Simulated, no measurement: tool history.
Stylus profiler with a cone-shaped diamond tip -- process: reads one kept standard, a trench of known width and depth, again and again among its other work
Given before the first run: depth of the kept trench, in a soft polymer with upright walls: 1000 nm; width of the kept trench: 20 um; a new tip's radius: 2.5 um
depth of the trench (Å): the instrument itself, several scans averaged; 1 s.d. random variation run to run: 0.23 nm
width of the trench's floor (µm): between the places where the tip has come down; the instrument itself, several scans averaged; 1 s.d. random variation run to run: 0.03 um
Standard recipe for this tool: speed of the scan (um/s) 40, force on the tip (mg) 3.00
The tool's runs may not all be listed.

run	hour	speed of the scan (um/s)	force on the tip (mg)	depth of the trench (Å)	width of the trench's floor (µm)
1	0.0	40	3.00	10120.5	13.49
2	118.3	40	2.31	10107.1	13.40
3	181.3	40	1.93	10096.0	13.33
4	262.9	40	1.93	10103.5	13.26
# hour 356.4: new tip fitted, height scale calibrated
5	356.4	22	1.93	10087.7	15.91
6	448.8	22	1.93	10086.6	15.79
7	540.2	22	1.93	10089.9	15.72
8	646.4	40	3.00	10125.4	15.54
9	706.5	17	3.00	10124.5	15.58
10	762.3	40	2.33	10107.0	15.41
11	819.9	40	2.33	10111.3	15.37
12	907.5	40	2.33	10115.9	15.24
13	974.9	40	2.33	10117.8	15.15
14	1067.7	40	2.33	10119.7	15.15
15	1160.6	40	2.98	10138.2	15.01
16	1260.0	40	2.98	10143.4	14.97
17	1376.7	22	2.98	10142.9	14.96
18	1429.7	22	2.98	10152.5	14.89
19	1494.2	22	2.98	10154.3	14.87
20	1549.6	40	3.00	10149.1	14.81
21	1621.9	40	3.00	10156.5	14.66
22	1735.7	40	1.07	10104.2	14.50
# hour 1769.9: height scale calibrated on a step standard
23	1819.7	40	3.00	10111.3	14.54
24	1902.9	83	1.26	10067.7	14.04
25	1989.2	58	3.36	10131.1	14.34
26	2069.7	58	3.36	10131.1	14.29
27	2118.0	35	1.18	10068.0	14.25
28	2167.8	35	3.21	10130.7	14.28
29	2223.7	16	4.92	10173.7	14.27
30	2317.2	16	4.92	10174.1	14.22
31	2382.1	17	3.59	10149.3	14.16
32	2460.6	16	1.59	10096.3	14.10
33	2559.3	16	1.59	10099.6	14.04
34	2616.7	17	1.18	10086.1	14.03
35	2702.5	23	1.20	10091.0	13.87
36	2763.8	23	1.20	10096.4	13.84
37	2815.4	23	1.20	10090.7	13.78
38	2913.1	152	8.73	10270.7	13.53
39	2983.6	152	8.73	10274.1	13.48
40	3063.7	152	8.73	10278.1	13.45
41	3161.1	152	8.73	10277.9	13.41
# hour 3181.5: height scale calibrated on a step standard
42	3246.0	152	8.73	10233.6	13.25
43	3331.0	40	1.79	10087.1	13.37
44	3447.4	40	3.22	10130.6	13.39
45	3495.4	25	3.20	10128.7	13.42

Predict each of these 4 candidate next runs independently; none follows another, all start after run 45:
# hour 3590.0: new tip fitted, height scale calibrated
A	3602.7	40	3.25	?	?
# hour 3590.0: new tip fitted, height scale calibrated
B	3602.7	89	3.00	?	?
# hour 3590.0: new tip fitted, height scale calibrated
C	3602.7	67	1.25	?	?
# hour 3590.0: new tip fitted, height scale calibrated
D	3602.7	81	5.26	?	?

run	depth of the trench (Å)	width of the trench's floor (µm)
A	10128.1	15.72
B	10118.0	15.56
C	10067.0	15.47
D	10168.2	15.64
With the hidden condition removed and each run's random variation left untouched, the same runs would have given:
run	depth of the trench (Å)	width of the trench's floor (µm)
A	10125.0	15.82
B	10114.9	15.66
C	10063.9	15.57
D	10165.0	15.74
